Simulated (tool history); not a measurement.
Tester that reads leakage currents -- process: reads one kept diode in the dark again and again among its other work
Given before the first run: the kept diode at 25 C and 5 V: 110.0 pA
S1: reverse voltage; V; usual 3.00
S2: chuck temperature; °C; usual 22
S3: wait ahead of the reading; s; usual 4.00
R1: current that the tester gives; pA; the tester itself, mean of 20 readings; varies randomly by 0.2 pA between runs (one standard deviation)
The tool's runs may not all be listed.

| run | hour | S1 | S2 | S3 | R1 |
|---|---|---|---|---|---|
| 1 | 0.0 | 3.00 | 22 | 4.00 | 57.89 |
| 2 | 24.4 | 3.00 | 22 | 4.00 | 58.03 |
| 3 | 46.3 | 3.00 | 49 | 4.00 | 687.99 |
| 4 | 77.9 | 3.00 | 22 | 4.00 | 57.98 |
| 5 | 113.6 | 3.00 | 22 | 8.32 | 57.82 |
| 6 | 135.9 | 3.00 | 22 | 8.32 | 57.46 |
| 7 | 159.2 | 3.00 | 22 | 4.00 | 57.72 |
| 8 | 185.7 | 3.00 | 21 | 4.00 | 52.08 |
| 9 | 223.8 | 3.00 | 21 | 4.00 | 52.26 |
| 10 | 243.7 | 4.70 | 22 | 4.00 | 70.25 |
| 11 | 281.5 | 4.70 | 22 | 4.00 | 70.10 |
| 12 | 322.7 | 4.70 | 22 | 4.00 | 69.68 |
| 13 | 356.6 | 1.58 | 22 | 4.00 | 43.30 |
| 14 | 378.9 | 1.58 | 22 | 4.00 | 43.26 |
| 15 | 408.9 | 3.00 | 22 | 4.00 | 57.09 |
| 16 | 428.6 | 3.00 | 22 | 4.00 | 57.12 |
| 17 | 465.9 | 3.00 | 22 | 4.00 | 56.98 |
| 18 | 491.9 | 3.00 | 22 | 4.00 | 56.57 |
| 19 | 517.2 | 3.00 | 22 | 4.00 | 57.29 |
| 20 | 547.1 | 3.00 | 22 | 4.00 | 56.96 |
| 21 | 566.6 | 3.14 | 41 | 1.57 | 346.40 |
| 22 | 603.9 | 6.97 | 41 | 0.48 | 490.34 |
| 23 | 633.6 | 5.24 | 24 | 4.54 | 88.02 |
| 24 | 675.7 | 3.00 | 32 | 4.00 | 148.85 |
| 25 | 709.1 | 3.00 | 32 | 4.00 | 148.74 |
| 26 | 733.1 | 2.59 | 39 | 0.49 | 266.47 |
| 27 | 769.7 | 2.59 | 39 | 0.49 | 265.57 |
| 28 | 798.5 | 1.07 | 46 | 3.31 | 333.37 |
| 29 | 833.7 | 1.07 | 46 | 3.31 | 332.42 |
| 30 | 873.8 | 1.08 | 22 | 1.85 | 36.07 |
| 31 | 902.5 | 1.29 | 50 | 1.61 | 507.58 |
| 32 | 947.7 | 1.29 | 50 | 1.61 | 505.22 |
| 33 | 984.3 | 1.29 | 50 | 1.61 | 503.44 |
| 34 | 1017.2 | 3.00 | 24 | 0.33 | 70.34 |
| 35 | 1051.5 | 2.96 | 37 | 2.79 | 230.79 |
| 36 | 1092.0 | 3.92 | 48 | 0.84 | 685.05 |
| 37 | 1120.1 | 3.92 | 48 | 0.84 | 684.72 |
| 38 | 1138.3 | 4.58 | 22 | 2.27 | 66.97 |
| 39 | 1171.2 | 4.58 | 22 | 2.27 | 67.26 |

Some steps in R1, run to run, broken into two amounts with sign: the step expected even without the hidden condition (settings, incoming material, random variation), and the rest, left for the hidden condition together with whatever gauge scatter is not in both the measured and the hidden-condition-free result:
Hidden state at play: stray current of the dirty probe card, pA a volt; current scale over the true one, %; true chuck temperature over the reading, C; drift of the gauge itself on leakage_pa, %.
Run 2 -> 3: S2 22 -> 49. R1 +629.96 pA: hidden state -73.41, all else +703.37.
Run 3 -> 4: S2 49 -> 22. R1 -630.01 pA: hidden state +73.30, all else -703.31.
Run 37 -> 38: S1 3.92 -> 4.58, S2 48 -> 22, S3 0.84 -> 2.27. R1 -617.75 pA: hidden state +98.53, all else -716.28.
